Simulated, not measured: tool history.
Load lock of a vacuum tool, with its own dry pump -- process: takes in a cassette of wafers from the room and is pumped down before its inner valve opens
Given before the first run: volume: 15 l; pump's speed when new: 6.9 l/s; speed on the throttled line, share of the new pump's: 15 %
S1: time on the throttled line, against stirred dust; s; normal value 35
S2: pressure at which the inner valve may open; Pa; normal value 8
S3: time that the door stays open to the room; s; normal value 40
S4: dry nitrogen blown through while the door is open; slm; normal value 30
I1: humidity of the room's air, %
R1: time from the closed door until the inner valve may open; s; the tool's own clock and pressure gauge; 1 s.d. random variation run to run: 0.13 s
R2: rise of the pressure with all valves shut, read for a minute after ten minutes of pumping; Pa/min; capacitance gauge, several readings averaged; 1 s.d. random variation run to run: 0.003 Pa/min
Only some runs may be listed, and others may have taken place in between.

Run 1, hour 0.0: usual settings; I1 43.9. Result: R1 51.1 s, R2 0.176 Pa/min.
Run 2, hour 110.0: usual settings but S4 20 slm; I1 45.5. Result: R1 51.0 s, R2 0.190 Pa/min.
Run 3, hour 279.9: usual settings; I1 44.8. Result: R1 51.2 s, R2 0.181 Pa/min.
Run 4, hour 365.9: usual settings; I1 46.9. Result: R1 51.2 s, R2 0.184 Pa/min.
Run 5, hour 562.5: usual settings; I1 46.6. Result: R1 51.1 s, R2 0.190 Pa/min.
Run 6, hour 757.8: usual settings; I1 44.6. Result: R1 51.1 s, R2 0.192 Pa/min.
Run 7, hour 962.8: usual settings but S1 34 s; I1 42.6. Result: R1 50.4 s, R2 0.194 Pa/min.
Run 8, hour 1169.7: usual settings but S1 34 s; I1 49.2. Result: R1 50.5 s, R2 0.204 Pa/min.
Run 9, hour 1259.6: usual settings but S1 68 s; I1 45.0. Result: R1 78.5 s, R2 0.197 Pa/min.
Run 10, hour 1465.7: usual settings but S1 68 s, S3 44 s; I1 45.1. Result: R1 78.8 s, R2 0.207 Pa/min.
Run 11, hour 1597.2: usual settings but S1 68 s, S3 44 s; I1 45.4. Result: R1 78.9 s, R2 0.218 Pa/min.
Run 12, hour 1689.0: usual settings; I1 48.3. Result: R1 51.2 s, R2 0.224 Pa/min.
Run 13, hour 1843.5: usual settings; I1 47.8. Result: R1 51.6 s, R2 0.212 Pa/min.
Run 14, hour 2016.8: usual settings; I1 40.9. Result: R1 51.1 s, R2 0.211 Pa/min.
Run 15, hour 2192.7: usual settings but S2 14 Pa; I1 46.1. Result: R1 50.0 s, R2 0.222 Pa/min.
Run 16, hour 2348.4: usual settings but S2 14 Pa; I1 45.3. Result: R1 49.9 s, R2 0.224 Pa/min.
Run 17, hour 2445.7: usual settings; I1 46.5. Result: R1 51.5 s, R2 0.233 Pa/min.
Run 18, hour 2618.1: usual settings but S2 13 Pa, S3 115 s, S4 5 slm; I1 44.1. Result: R1 50.2 s, R2 0.297 Pa/min.
Run 19, hour 2732.2: usual settings but S2 13 Pa, S3 115 s, S4 5 slm; I1 43.1. Result: R1 50.1 s, R2 0.292 Pa/min.
Run 20, hour 2906.5: usual settings but S3 192 s, S4 10 slm; I1 47.6. Result: R1 51.4 s, R2 0.333 Pa/min.
Run 21, hour 3061.3: usual settings but S3 192 s, S4 10 slm; I1 44.4. Result: R1 51.7 s, R2 0.339 Pa/min.
Run 22, hour 3211.3: usual settings but S2 11 Pa, S3 27 s; I1 44.0. Result: R1 50.7 s, R2 0.246 Pa/min.
Run 23, hour 3385.3: usual settings but S4 9 slm; I1 48.0. Result: R1 51.5 s, R2 0.272 Pa/min.
Run 24, hour 3591.5: usual settings but S2 12 Pa, S4 9 slm; I1 44.7. Result: R1 50.4 s, R2 0.278 Pa/min.
Run 25, hour 3698.8: usual settings but S1 33 s, S2 7 Pa, S3 211 s; I1 49.4. Result: R1 50.0 s, R2 0.315 Pa/min.
Run 26, hour 3906.5: usual settings but S1 33 s, S2 7 Pa, S3 211 s; I1 46.3. Result: R1 50.4 s, R2 0.318 Pa/min.
Run 27, hour 4018.0: usual settings but S1 33 s, S2 7 Pa, S3 211 s; I1 41.8. Result: R1 50.1 s, R2 0.310 Pa/min.
Run 28, hour 4111.4: usual settings but S1 67 s, S3 63 s, S4 28 slm; I1 48.8. Result: R1 78.1 s, R2 0.282 Pa/min.
Run 29, hour 4323.8: usual settings but S2 14 Pa, S3 78 s, S4 4 slm; I1 43.6. Result: R1 50.3 s, R2 0.329 Pa/min.
Run 30, hour 4419.3: usual settings but S2 15 Pa, S4 23 slm; I1 41.2. Result: R1 50.2 s, R2 0.289 Pa/min.
Run 31, hour 4585.4: usual settings but S2 15 Pa, S4 23 slm; I1 45.8. Result: R1 49.8 s, R2 0.288 Pa/min.
Run 32, hour 4710.0: usual settings but S1 37 s, S2 14 Pa, S3 193 s, S4 12 slm; I1 42.9. Result: R1 51.7 s, R2 0.362 Pa/min.
Run 33, hour 4899.2: usual settings but S1 37 s, S2 14 Pa, S3 31 s, S4 14 slm; I1 44.3. Result: R1 52.0 s, R2 0.298 Pa/min.
Run 34, hour 4986.3: usual settings but S1 32 s, S2 14 Pa, S3 55 s, S4 5 slm; I1 47.4. Result: R1 47.9 s, R2 0.330 Pa/min.

The logged runs with the hidden state left out (each run's random variation unchanged):
Hidden state at play: pump's speed, % of a new pump's; leak at the door's seal, Pa l/s; drift of the gauge itself on ready_s, %; drift of the gauge itself on rise_pa_min, %.
run    R1     R2
  1  50.3  0.035
  2  50.2  0.044
  3  50.4  0.035
  4  50.3  0.035
  5  50.2  0.038
  6  50.2  0.036
  7  49.5  0.034
  8  49.6  0.041
  9  77.9  0.033
 10  78.2  0.039
 11  78.3  0.042
 12  50.3  0.045
 13  50.7  0.036
 14  50.1  0.027
 15  49.1  0.034
 16  48.9  0.031
 17  50.5  0.040
 18  49.2  0.102
 19  49.1  0.093
 20  50.3  0.130
 21  50.5  0.127
 22  49.7  0.033
 23  50.3  0.056
 24  49.3  0.056
 25  48.7  0.089
 26  49.1  0.082
 27  48.8  0.080
 28  77.2  0.051
 29  49.1  0.088
 30  49.1  0.043
 31  48.6  0.041
 32  50.5  0.116
 33  50.7  0.042
 34  46.6  0.075
